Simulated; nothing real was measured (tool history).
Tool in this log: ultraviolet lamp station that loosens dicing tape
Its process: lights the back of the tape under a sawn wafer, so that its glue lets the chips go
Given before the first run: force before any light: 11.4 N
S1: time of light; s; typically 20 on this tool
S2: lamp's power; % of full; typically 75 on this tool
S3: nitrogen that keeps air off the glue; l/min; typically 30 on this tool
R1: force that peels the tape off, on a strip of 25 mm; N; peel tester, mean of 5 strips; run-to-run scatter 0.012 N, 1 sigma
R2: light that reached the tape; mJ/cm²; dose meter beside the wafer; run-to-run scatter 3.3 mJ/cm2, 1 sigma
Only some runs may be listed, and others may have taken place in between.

run,hour,S1,S2,S3,R1,R2
1,0,20,75,30,0.625,485
2,76.7,20,75,30,0.696,466
3,132.4,20,75,30,0.705,452
4,176.4,24,75,30,0.51,541
5,251.7,14,75,30,1.558,309
6,326.1,14,75,30,1.689,301
7,371,20,75,30,0.872,422
8,427,20,75,58,0.703,419
# hour 456.3: window cleaned of glue's vapour
9,515.2,20,75,58,0.947,357
10,566.8,20,75,58,0.977,342
11,605.1,20,75,15,1.729,342
12,651.3,20,75,15,1.825,335
13,721.3,29,75,30,0.678,475
14,776.4,29,75,15,0.98,462
# hour 797.2: window cleaned of glue's vapour, once more
15,862.3,35,75,30,0.283,788
16,939.1,35,75,30,0.298,765
17,1006.9,11,75,30,2.409,235
18,1094.6,11,75,30,2.548,228
19,1156.4,20,75,38,0.835,408
20,1240.3,20,75,38,0.908,396
21,1304.2,12,75,30,2.564,234
22,1389.1,12,75,11,3.47,225
23,1434.8,26,71,30,0.744,450
24,1498,11,61,25,4.178,161
# hour 1512.1: window cleaned of glue's vapour
25,1585.5,11,61,25,3.598,184
26,1625.7,11,61,25,3.519,182
27,1672.4,12,75,24,2.569,245
28,1727.2,20,61,18,1.775,322
29,1783.1,20,81,14,1.227,421
30,1859.1,16,63,30,2.205,252
31,1897.6,16,63,30,2.361,247
32,1951.2,10,82,48,2.841,200
33,1998.8,10,82,48,2.808,195
34,2073.2,31,90,40,0.335,646
35,2151.1,16,75,39,1.83,267
36,2198.4,16,75,39,1.912,263
# hour 2229.7: window cleaned of glue's vapour
37,2259.9,24,82,30,0.57,503
# hour 2321.3: lamp changed
38,2332.3,20,95,15,0.507,638
39,2417.7,20,95,15,0.535,629
40,2474.2,12,97,28,1.138,371
41,2533,12,97,28,1.182,367

Selected run-to-run steps in R1, each split into two signed amounts: the part the tool would show with no hidden state at all (from settings, incoming material and random variation), and the remainder, which goes to the hidden state together with any gauge scatter not common to the measured and the hidden-state-free results:
Unlogged tool condition in this case: lamp's light, % of a new lamp's; light that the window lets through, % of a clean one's; drift of the gauge itself on peel_n, %; drift of the gauge itself on dose_mj_cm2, %.
Run 22 -> 23: S1 12 -> 26, S2 75 -> 71, S3 11 -> 30. R1 -2.726 N: hidden state -0.858, all else -1.868.
Run 23 -> 24: S1 26 -> 11, S2 71 -> 61, S3 30 -> 25. R1 +3.434 N: hidden state +1.122, all else +2.312.
Run 33 -> 34: S1 10 -> 31, S2 82 -> 90, S3 48 -> 40. R1 -2.473 N: hidden state -1.15, all else -1.323.
Run 34 -> 35: S1 31 -> 16, S2 90 -> 75, S3 40 -> 39. R1 +1.495 N: hidden state +0.946, all else +0.549.
